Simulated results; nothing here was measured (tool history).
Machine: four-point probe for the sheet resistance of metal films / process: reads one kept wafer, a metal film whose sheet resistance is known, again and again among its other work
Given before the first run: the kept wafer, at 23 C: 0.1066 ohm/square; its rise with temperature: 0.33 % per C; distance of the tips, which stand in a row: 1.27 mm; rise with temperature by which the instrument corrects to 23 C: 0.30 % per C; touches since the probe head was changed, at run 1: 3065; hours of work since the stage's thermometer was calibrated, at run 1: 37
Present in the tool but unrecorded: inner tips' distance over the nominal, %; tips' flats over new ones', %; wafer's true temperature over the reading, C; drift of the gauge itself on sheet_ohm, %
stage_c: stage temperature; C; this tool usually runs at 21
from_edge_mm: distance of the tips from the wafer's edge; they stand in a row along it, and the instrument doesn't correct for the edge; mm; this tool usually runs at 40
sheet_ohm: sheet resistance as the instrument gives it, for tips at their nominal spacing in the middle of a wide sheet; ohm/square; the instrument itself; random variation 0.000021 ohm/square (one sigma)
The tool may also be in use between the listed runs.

| run | day | stage_c | from_edge_mm | touches since the probe head was changed | hours of work since the stage's thermometer was calibrated | sheet_ohm |
|---|---|---|---|---|---|---|
| 1 | 0.000 | 21 | 40 | 3065 | 37 | 0.106292 |
| 2 | 0.679 | 21 | 40 | 3341 | 45 | 0.106289 |
| 3 | 1.600 | 21 | 40 | 3713 | 56 | 0.106315 |
| 4 | 2.229 | 21 | 40 | 3968 | 64 | 0.106298 |
| 5 | 2.908 | 21 | 40 | 4243 | 72 | 0.106271 |
| 6 | 3.533 | 21 | 40 | 4496 | 80 | 0.106283 |
| 7 | 4.204 | 21 | 40 | 4767 | 88 | 0.106300 |
| 8 | 4.800 | 21 | 40 | 5009 | 95 | 0.106292 |
|  | 4.904 | stage's thermometer calibrated |
| 9 | 5.679 | 21 | 40 | 5355 | 9 | 0.106294 |
| 10 | 6.129 | 21 | 43 | 5538 | 15 | 0.106306 |
| 11 | 6.692 | 21 | 43 | 5766 | 22 | 0.106315 |
| 12 | 7.208 | 21 | 43 | 5974 | 28 | 0.106302 |
| 13 | 7.992 | 21 | 19 | 6291 | 37 | 0.106493 |
| 14 | 8.442 | 26 | 40 | 6473 | 43 | 0.106451 |
| 15 | 8.988 | 25 | 43 | 6695 | 49 | 0.106406 |
| 16 | 9.612 | 26 | 9 | 6947 | 57 | 0.107466 |
|  | 9.975 | stage's thermometer calibrated, once more |
| 17 | 10.404 | 19 | 3 | 7259 | 5 | 0.115498 |
| 18 | 11.008 | 21 | 40 | 7504 | 12 | 0.106342 |
| 19 | 11.733 | 21 | 40 | 7797 | 21 | 0.106354 |
| 20 | 12.212 | 23 | 25 | 7992 | 27 | 0.106502 |
| 21 | 12.804 | 25 | 13 | 8231 | 34 | 0.106917 |
| 22 | 13.754 | 25 | 13 | 8616 | 46 | 0.106969 |
| 23 | 14.379 | 24 | 5 | 8869 | 53 | 0.109909 |
| 24 | 15.025 | 29 | 9 | 9131 | 61 | 0.107634 |
| 25 | 15.425 | 35 | 11 | 9293 | 66 | 0.107428 |
| 26 | 16.042 | 19 | 53 | 9542 | 73 | 0.106236 |
| 27 | 16.517 | 19 | 53 | 9734 | 79 | 0.106268 |
| 28 | 17.062 | 22 | 7 | 9955 | 85 | 0.108141 |

Consider 4 possible next runs. They are alternatives, not a sequence: every one starts from the tool as it was left by run 28. What does each give?
| A | 17.975 | 22 | 7 | 10325 | 96 | ? |
| B | 17.975 | 31 | 4 | 10325 | 96 | ? |
| C | 17.975 | 23 | 55 | 10325 | 96 | ? |
| D | 17.975 | 29 | 68 | 10325 | 96 | ? |

| run | sheet_ohm |
|---|---|
| A | 0.108160 |
| B | 0.112019 |
| C | 0.106346 |
| D | 0.106536 |
With the hidden condition removed and each run's random variation left untouched, the same runs would have given:
| run | sheet_ohm |
|---|---|
| A | 0.108430 |
| B | 0.112298 |
| C | 0.106612 |
| D | 0.106803 |
